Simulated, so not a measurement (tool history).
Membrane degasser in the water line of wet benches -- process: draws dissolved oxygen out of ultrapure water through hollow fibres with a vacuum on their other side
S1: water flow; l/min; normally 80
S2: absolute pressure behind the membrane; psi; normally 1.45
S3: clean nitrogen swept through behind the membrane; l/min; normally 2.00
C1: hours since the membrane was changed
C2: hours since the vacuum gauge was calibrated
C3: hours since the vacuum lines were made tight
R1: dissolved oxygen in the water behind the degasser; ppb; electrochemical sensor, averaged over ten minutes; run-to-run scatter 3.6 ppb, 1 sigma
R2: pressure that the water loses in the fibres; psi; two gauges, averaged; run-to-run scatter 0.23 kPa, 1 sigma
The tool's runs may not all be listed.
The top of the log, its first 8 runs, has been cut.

run 9 hour=1755.2 | S1=80 S2=1.45 S3=2.00 | C1=11312 C2=7905 C3=2794 | R1=531.2 R2=8.050
run 10 hour=2029.0 | S1=80 S2=1.45 S3=2.00 | C1=11586 C2=8179 C3=3067 | R1=543.6 R2=8.039
run 11 hour=2183.7 | S1=49 S2=1.45 S3=2.00 | C1=11741 C2=8334 C3=3222 | R1=355.7 R2=4.933
-- hour=2401.7 vacuum gauge calibrated
run 12 hour=2420.5 | S1=49 S2=1.45 S3=2.00 | C1=11977 C2=19 C3=3458 | R1=354.3 R2=4.947
run 13 hour=2714.8 | S1=49 S2=1.45 S3=2.00 | C1=12271 C2=313 C3=3753 | R1=356.3 R2=4.894
run 14 hour=2835.2 | S1=49 S2=1.45 S3=2.00 | C1=12392 C2=434 C3=3873 | R1=357.5 R2=4.882
run 15 hour=3080.5 | S1=49 S2=1.45 S3=2.00 | C1=12637 C2=679 C3=4118 | R1=355.1 R2=4.878
run 16 hour=3278.4 | S1=80 S2=1.45 S3=2.14 | C1=12835 C2=877 C3=4316 | R1=510.4 R2=7.977
run 17 hour=3494.0 | S1=113 S2=1.45 S3=2.83 | C1=13051 C2=1092 C3=4532 | R1=558.5 R2=11.268
run 18 hour=3654.9 | S1=80 S2=1.16 S3=1.70 | C1=13211 C2=1253 C3=4693 | R1=444.9 R2=7.963
run 19 hour=3802.0 | S1=67 S2=2.42 S3=2.00 | C1=13358 C2=1400 C3=4840 | R1=874.7 R2=6.689
run 20 hour=4093.8 | S1=80 S2=2.16 S3=2.00 | C1=13650 C2=1692 C3=5132 | R1=868.0 R2=7.968
run 21 hour=4386.6 | S1=80 S2=2.16 S3=2.00 | C1=13943 C2=1985 C3=5424 | R1=876.3 R2=7.929
run 22 hour=4595.7 | S1=116 S2=1.00 S3=4.25 | C1=14152 C2=2194 C3=5634 | R1=265.6 R2=11.481
run 23 hour=4811.1 | S1=116 S2=1.06 S3=4.69 | C1=14368 C2=2409 C3=5849 | R1=274.7 R2=11.467
-- hour=4837.0 gauge calibrated
run 24 hour=5008.6 | S1=116 S2=1.06 S3=4.69 | C1=14565 C2=2607 C3=6046 | R1=271.6 R2=11.805
run 25 hour=5158.7 | S1=51 S2=1.02 S3=3.55 | C1=14715 C2=2757 C3=6197 | R1=133.5 R2=5.171
run 26 hour=5423.9 | S1=111 S2=2.77 S3=1.56 | C1=14980 C2=3022 C3=6462 | R1=1694.2 R2=11.246
run 27 hour=5611.9 | S1=88 S2=1.71 S3=4.75 | C1=15168 C2=3210 C3=6650 | R1=374.5 R2=8.921
run 28 hour=5747.1 | S1=88 S2=1.71 S3=4.75 | C1=15304 C2=3345 C3=6785 | R1=371.5 R2=8.904
run 29 hour=6012.3 | S1=88 S2=1.71 S3=4.75 | C1=15569 C2=3611 C3=7050 | R1=375.8 R2=8.878
run 30 hour=6271.1 | S1=73 S2=1.71 S3=4.75 | C1=15828 C2=3869 C3=7309 | R1=308.4 R2=7.327
run 31 hour=6529.6 | S1=60 S2=3.05 S3=2.00 | C1=16086 C2=4128 C3=7568 | R1=1020.1 R2=6.026

Each row is a separate what-if for the run after 31, all from the same tool condition, not one after another. Results?
run A hour=6650.9 | S1=81 S2=1.17 S3=3.87 | C1=16207 C2=4249 C3=7689 | R1=? R2=?
run B hour=6650.9 | S1=60 S2=1.13 S3=2.00 | C1=16207 C2=4249 C3=7689 | R1=? R2=?
run C hour=6650.9 | S1=104 S2=3.05 S3=1.25 | C1=16207 C2=4249 C3=7689 | R1=? R2=?
run D hour=6650.9 | S1=60 S2=3.05 S3=1.86 | C1=16207 C2=4249 C3=7689 | R1=? R2=?

run=A R1=245.6 R2=8.155
run=B R1=294.7 R2=6.032
run=C R1=2021.8 R2=10.462
run=D R1=1079.1 R2=6.077
Stripped of hidden state, with their random variation kept, the same runs would have yielded:
run=A R1=245.2 R2=8.229
run=B R1=294.4 R2=6.087
run=C R1=2021.4 R2=10.557
run=D R1=1078.9 R2=6.132

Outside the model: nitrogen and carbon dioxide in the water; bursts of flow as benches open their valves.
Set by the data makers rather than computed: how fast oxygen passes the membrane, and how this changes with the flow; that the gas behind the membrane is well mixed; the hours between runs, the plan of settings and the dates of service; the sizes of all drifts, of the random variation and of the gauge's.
